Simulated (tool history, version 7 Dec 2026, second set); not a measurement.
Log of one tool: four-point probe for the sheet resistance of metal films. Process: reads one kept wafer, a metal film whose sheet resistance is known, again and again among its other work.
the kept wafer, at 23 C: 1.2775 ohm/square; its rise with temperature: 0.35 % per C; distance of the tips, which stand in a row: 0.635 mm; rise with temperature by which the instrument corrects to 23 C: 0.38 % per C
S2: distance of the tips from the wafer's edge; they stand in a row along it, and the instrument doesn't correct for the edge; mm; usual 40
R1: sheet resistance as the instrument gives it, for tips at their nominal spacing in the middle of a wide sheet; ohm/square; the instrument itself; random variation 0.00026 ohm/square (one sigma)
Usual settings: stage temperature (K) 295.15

{"run": 1, "hour": 0.0, "stage temperature (K)": 295.15, "S2": 40, "R1": 1.265772}
{"run": 2, "hour": 115.6, "stage temperature (K)": 295.15, "S2": 40, "R1": 1.264935}
{"run": 3, "hour": 191.3, "stage temperature (K)": 295.15, "S2": 40, "R1": 1.265449}
{"run": 4, "hour": 261.9, "stage temperature (K)": 295.15, "S2": 3, "R1": 1.294726}
{"run": 5, "hour": 353.4, "stage temperature (K)": 295.15, "S2": 3, "R1": 1.294649}
{"run": 6, "hour": 440.8, "stage temperature (K)": 298.15, "S2": 40, "R1": 1.263001}
{"run": 7, "hour": 502.3, "stage temperature (K)": 298.15, "S2": 40, "R1": 1.26344}
{"run": 8, "hour": 611.3, "stage temperature (K)": 298.15, "S2": 40, "R1": 1.262891}
{"run": 9, "hour": 694.0, "stage temperature (K)": 298.15, "S2": 40, "R1": 1.262801}
{"run": 10, "hour": 786.3, "stage temperature (K)": 298.15, "S2": 40, "R1": 1.262681}
{"run": 11, "hour": 877.3, "stage temperature (K)": 295.15, "S2": 9, "R1": 1.267112}
{"run": 12, "hour": 942.7, "stage temperature (K)": 295.15, "S2": 7, "R1": 1.268799}
{"run": 13, "hour": 992.2, "stage temperature (K)": 295.15, "S2": 40, "R1": 1.262946}
{"run": 14, "hour": 1069.7, "stage temperature (K)": 305.15, "S2": 74, "R1": 1.258541}
{"run": 15, "hour": 1190.0, "stage temperature (K)": 291.15, "S2": 4, "R1": 1.281172}
{"run": 16, "hour": 1289.6, "stage temperature (K)": 291.15, "S2": 4, "R1": 1.280951}
{"hour": 1365.5, "done": "stage's thermometer calibrated"}
{"run": 17, "hour": 1409.2, "stage temperature (K)": 305.15, "S2": 6, "R1": 1.265699}
{"run": 18, "hour": 1466.7, "stage temperature (K)": 298.15, "S2": 21, "R1": 1.260807}
{"run": 19, "hour": 1543.6, "stage temperature (K)": 294.15, "S2": 45, "R1": 1.262035}
{"run": 20, "hour": 1628.7, "stage temperature (K)": 303.15, "S2": 60, "R1": 1.258622}
{"run": 21, "hour": 1731.1, "stage temperature (K)": 303.15, "S2": 60, "R1": 1.257683}
{"hour": 1767.7, "done": "stage's thermometer calibrated, once more"}
{"run": 22, "hour": 1836.7, "stage temperature (K)": 305.15, "S2": 53, "R1": 1.259358}
{"run": 23, "hour": 1959.5, "stage temperature (K)": 305.15, "S2": 53, "R1": 1.259196}
{"run": 24, "hour": 2035.2, "stage temperature (K)": 302.15, "S2": 27, "R1": 1.260288}
{"run": 25, "hour": 2133.4, "stage temperature (K)": 302.15, "S2": 27, "R1": 1.259861}

3 ways to go on from here, each from the tool as it stands after run 25. What would each give?
{"run": "A", "hour": 2188.7, "stage temperature (K)": 302.15, "S2": 3, "R1": "?"}
{"run": "B", "hour": 2188.7, "stage temperature (K)": 295.15, "S2": 37, "R1": "?"}
{"run": "C", "hour": 2188.7, "stage temperature (K)": 307.15, "S2": 8, "R1": "?"}

run=A R1=1.289753
run=B R1=1.26293
run=C R1=1.261822
Without the tool's hidden state the same runs would have given:
run=A R1=1.305419
run=B R1=1.278312
run=C R1=1.277163
